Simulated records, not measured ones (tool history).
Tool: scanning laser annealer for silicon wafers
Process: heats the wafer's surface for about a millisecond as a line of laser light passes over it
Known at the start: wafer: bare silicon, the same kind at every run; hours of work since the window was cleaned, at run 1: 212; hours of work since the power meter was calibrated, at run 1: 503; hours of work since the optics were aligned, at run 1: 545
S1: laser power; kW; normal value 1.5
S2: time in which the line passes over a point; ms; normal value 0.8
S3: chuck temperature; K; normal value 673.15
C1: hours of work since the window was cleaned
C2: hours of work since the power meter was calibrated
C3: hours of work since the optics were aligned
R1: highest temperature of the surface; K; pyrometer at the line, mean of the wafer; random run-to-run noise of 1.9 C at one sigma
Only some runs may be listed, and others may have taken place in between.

{"run": 1, "hour": 0.0, "S1": 1.5, "S2": 0.8, "S3": 673.15, "C1": 212, "C2": 503, "C3": 545, "R1": 1374.15}
{"run": 2, "hour": 38.3, "S1": 1.5, "S2": 0.8, "S3": 673.15, "C1": 241, "C2": 531, "C3": 574, "R1": 1378.15}
{"run": 3, "hour": 65.7, "S1": 1.353, "S2": 0.8, "S3": 673.15, "C1": 262, "C2": 552, "C3": 594, "R1": 1285.15}
{"run": 4, "hour": 87.3, "S1": 1.5, "S2": 0.8, "S3": 673.15, "C1": 278, "C2": 569, "C3": 611, "R1": 1371.15}
{"run": 5, "hour": 122.7, "S1": 1.5, "S2": 0.8, "S3": 673.15, "C1": 305, "C2": 595, "C3": 637, "R1": 1365.15}
{"run": 6, "hour": 140.9, "S1": 1.5, "S2": 0.8, "S3": 673.15, "C1": 319, "C2": 609, "C3": 651, "R1": 1368.15}
{"run": 7, "hour": 158.2, "S1": 1.5, "S2": 0.8, "S3": 673.15, "C1": 332, "C2": 622, "C3": 664, "R1": 1365.15}
{"run": 8, "hour": 185.7, "S1": 1.332, "S2": 0.8, "S3": 673.15, "C1": 353, "C2": 643, "C3": 685, "R1": 1261.15}
{"run": 9, "hour": 211.3, "S1": 1.332, "S2": 0.8, "S3": 673.15, "C1": 372, "C2": 662, "C3": 704, "R1": 1263.15}
{"run": 10, "hour": 250.9, "S1": 1.5, "S2": 0.8, "S3": 673.15, "C1": 402, "C2": 692, "C3": 734, "R1": 1359.15}
{"run": 11, "hour": 272.7, "S1": 1.5, "S2": 0.8, "S3": 673.15, "C1": 418, "C2": 708, "C3": 751, "R1": 1358.15}
{"run": 12, "hour": 309.1, "S1": 1.5, "S2": 0.8, "S3": 673.15, "C1": 446, "C2": 736, "C3": 778, "R1": 1356.15}
{"run": 13, "hour": 334.2, "S1": 1.5, "S2": 0.8, "S3": 673.15, "C1": 465, "C2": 755, "C3": 797, "R1": 1349.15}
{"run": 14, "hour": 352.3, "S1": 1.5, "S2": 0.8, "S3": 673.15, "C1": 478, "C2": 769, "C3": 811, "R1": 1350.15}
{"run": 15, "hour": 373.3, "S1": 1.5, "S2": 0.8, "S3": 665.15, "C1": 494, "C2": 784, "C3": 827, "R1": 1339.15}
{"run": 16, "hour": 399.7, "S1": 1.494, "S2": 0.825, "S3": 678.15, "C1": 514, "C2": 804, "C3": 847, "R1": 1360.15}
{"run": 17, "hour": 420.7, "S1": 1.494, "S2": 0.825, "S3": 678.15, "C1": 530, "C2": 820, "C3": 862, "R1": 1357.15}
{"hour": 445.3, "done": "optics aligned, line set to its width"}
{"run": 18, "hour": 445.3, "S1": 1.518, "S2": 0.825, "S3": 696.15, "C1": 545, "C2": 835, "C3": 0, "R1": 1401.15}
{"run": 19, "hour": 469.2, "S1": 1.308, "S2": 0.842, "S3": 696.15, "C1": 563, "C2": 853, "C3": 18, "R1": 1281.15}
{"run": 20, "hour": 492.5, "S1": 1.5, "S2": 0.8, "S3": 695.15, "C1": 581, "C2": 871, "C3": 36, "R1": 1377.15}
{"hour": 511.3, "done": "window over the wafer cleaned"}
{"run": 21, "hour": 528.8, "S1": 1.5, "S2": 0.8, "S3": 695.15, "C1": 13, "C2": 897, "C3": 62, "R1": 1415.15}
{"run": 22, "hour": 553.6, "S1": 1.5, "S2": 0.8, "S3": 695.15, "C1": 32, "C2": 915, "C3": 80, "R1": 1417.15}
{"run": 23, "hour": 570.4, "S1": 1.5, "S2": 0.8, "S3": 695.15, "C1": 45, "C2": 928, "C3": 93, "R1": 1414.15}
{"run": 24, "hour": 609.4, "S1": 1.356, "S2": 0.692, "S3": 695.15, "C1": 74, "C2": 957, "C3": 122, "R1": 1277.15}
{"run": 25, "hour": 641.8, "S1": 1.356, "S2": 0.692, "S3": 695.15, "C1": 99, "C2": 982, "C3": 147, "R1": 1278.15}
{"run": 26, "hour": 680.1, "S1": 1.356, "S2": 0.692, "S3": 695.15, "C1": 127, "C2": 1011, "C3": 176, "R1": 1274.15}

Below are 3 alternative next runs, each starting from the tool's condition after run 26. Predict each:
{"run": "A", "hour": 721.6, "S1": 1.327, "S2": 0.692, "S3": 695.15, "C1": 159, "C2": 1042, "C3": 207, "R1": "?"}
{"run": "B", "hour": 721.6, "S1": 1.342, "S2": 0.8, "S3": 673.15, "C1": 159, "C2": 1042, "C3": 207, "R1": "?"}
{"run": "C", "hour": 721.6, "S1": 1.624, "S2": 0.919, "S3": 673.15, "C1": 159, "C2": 1042, "C3": 207, "R1": "?"}

run=A R1=1252.15
run=B R1=1287.15
run=C R1=1518.15
The same runs, with their run-to-run variation unchanged, on a tool lacking any hidden condition would have given:
run=A R1=1276.15
run=B R1=1312.15
run=C R1=1553.15

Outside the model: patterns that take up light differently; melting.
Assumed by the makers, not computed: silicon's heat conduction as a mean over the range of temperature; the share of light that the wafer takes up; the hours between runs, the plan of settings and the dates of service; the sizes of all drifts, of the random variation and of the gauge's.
